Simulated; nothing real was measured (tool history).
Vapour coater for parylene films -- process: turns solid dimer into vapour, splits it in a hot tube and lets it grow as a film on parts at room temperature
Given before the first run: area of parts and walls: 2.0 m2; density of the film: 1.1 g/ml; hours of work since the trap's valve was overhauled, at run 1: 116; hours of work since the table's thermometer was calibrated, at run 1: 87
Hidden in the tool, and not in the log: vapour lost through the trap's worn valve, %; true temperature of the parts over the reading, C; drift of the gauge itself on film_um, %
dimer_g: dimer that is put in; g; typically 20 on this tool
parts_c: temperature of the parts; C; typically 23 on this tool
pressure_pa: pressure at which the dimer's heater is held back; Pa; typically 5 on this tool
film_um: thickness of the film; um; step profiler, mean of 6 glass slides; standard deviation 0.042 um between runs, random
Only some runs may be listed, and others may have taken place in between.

run	hour	dimer_g	parts_c	pressure_pa	hours of work since the trap's valve was overhauled	hours of work since the table's thermometer was calibrated	film_um
1	0	20	23	5	116	87	4.61
2	30.3	20	23	5	134	105	4.57
3	53.7	20	23	5	148	119	4.5
4	71.5	20	23	5	159	130	4.49
5	88.7	20	23	5	169	140	4.52
6	103.7	20	23	5	178	149	4.47
7	133	20	23	5	196	167	4.46
8	168.9	15	23	5	217	188	3.34
9	190.3	20	20	5	230	201	4.94
10	224.9	20	23	5	251	222	4.39
11	258.6	20	23	5	271	242	4.32
12	284.2	20	23	5	286	257	4.34
13	300.8	20	23	5	296	267	4.39
14	332.6	20	23	5	316	287	4.37
15	354.5	20	26	5	329	300	3.79
16	384.2	20	26	5	347	318	3.74
17	406.9	20	26	5	360	331	3.73
18	437.7	20	26	5	379	350	3.68
19	470.9	14	23	7.44	399	370	2.84
20	506.3	14	23	7.44	420	391	2.75
# hour 510.7: table's thermometer calibrated
21	535.9	25	33	6.42	437	15	3.29
22	567.8	12	17	4.21	456	34	3.34
23	590.7	12	17	4.21	470	48	3.32
24	606	9	19	5.82	479	57	2.18
25	641.7	9	18	5.82	501	79	2.17
# hour 653.1: table's thermometer calibrated, once more
26	668.1	20	22	5	516	9	4.2
27	691.2	13	33	3.63	530	23	1.8
28	727.2	24	29	3.13	552	45	4.08
29	753	24	29	3.13	567	60	4.06

Branching from run 29: 3 alternative next runs. What would each branch give?
A	768.4	12	29	3.13	576	69	?
B	768.4	19	21	2.77	576	69	?
C	768.4	12	17	6.05	576	69	?

run	film_um
A	2
B	4.6
C	3.06
With the hidden condition removed and each run's random variation left untouched, the same runs would have given:
run	film_um
A	2.31
B	5.31
C	3.53
